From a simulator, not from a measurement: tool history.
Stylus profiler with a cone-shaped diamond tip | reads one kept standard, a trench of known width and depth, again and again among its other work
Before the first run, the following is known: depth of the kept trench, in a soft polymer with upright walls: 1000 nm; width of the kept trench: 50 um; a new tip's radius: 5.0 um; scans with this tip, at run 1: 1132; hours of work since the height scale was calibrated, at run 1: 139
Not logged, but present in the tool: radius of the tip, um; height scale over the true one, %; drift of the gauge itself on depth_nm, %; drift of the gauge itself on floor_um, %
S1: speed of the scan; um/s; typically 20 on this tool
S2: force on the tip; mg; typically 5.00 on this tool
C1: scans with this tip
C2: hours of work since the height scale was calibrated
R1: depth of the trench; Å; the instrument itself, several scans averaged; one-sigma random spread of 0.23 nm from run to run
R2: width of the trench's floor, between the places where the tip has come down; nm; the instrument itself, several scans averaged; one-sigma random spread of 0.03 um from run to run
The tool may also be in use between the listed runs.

run 1 day=0.000 | S1=20 S2=5.00 | C1=1132 C2=139 | R1=10097.2 R2=43470
run 2 day=0.962 | S1=20 S2=5.00 | C1=1209 C2=148 | R1=10093.6 R2=43440
run 3 day=1.746 | S1=17 S2=5.00 | C1=1271 C2=156 | R1=10097.7 R2=43390
run 4 day=2.162 | S1=20 S2=4.75 | C1=1305 C2=160 | R1=10091.6 R2=43370
run 5 day=2.683 | S1=20 S2=4.75 | C1=1346 C2=165 | R1=10094.7 R2=43380
run 6 day=3.379 | S1=20 S2=4.75 | C1=1402 C2=172 | R1=10092.3 R2=43320
run 7 day=4.067 | S1=20 S2=4.75 | C1=1457 C2=178 | R1=10088.5 R2=43330
run 8 day=4.608 | S1=20 S2=3.27 | C1=1500 C2=184 | R1=10078.1 R2=43300
run 9 day=5.583 | S1=20 S2=3.27 | C1=1578 C2=193 | R1=10071.2 R2=43280
run 10 day=6.217 | S1=14 S2=5.00 | C1=1629 C2=199 | R1=10096.7 R2=43340
run 11 day=6.754 | S1=6 S2=9.10 | C1=1671 C2=205 | R1=10137.9 R2=43340

Run 12 comes next. What will it give?
run 12 day=7.346 | S1=32 S2=10.10 | C1=1719 C2=211 | R1=? R2=?

Logged for run 12: R1 10150.2 Å, R2 43180 nm.
On a tool with no hidden condition, and with the same random variation, this run would have come out at R1 10142.8 Å, R2 43850 nm.
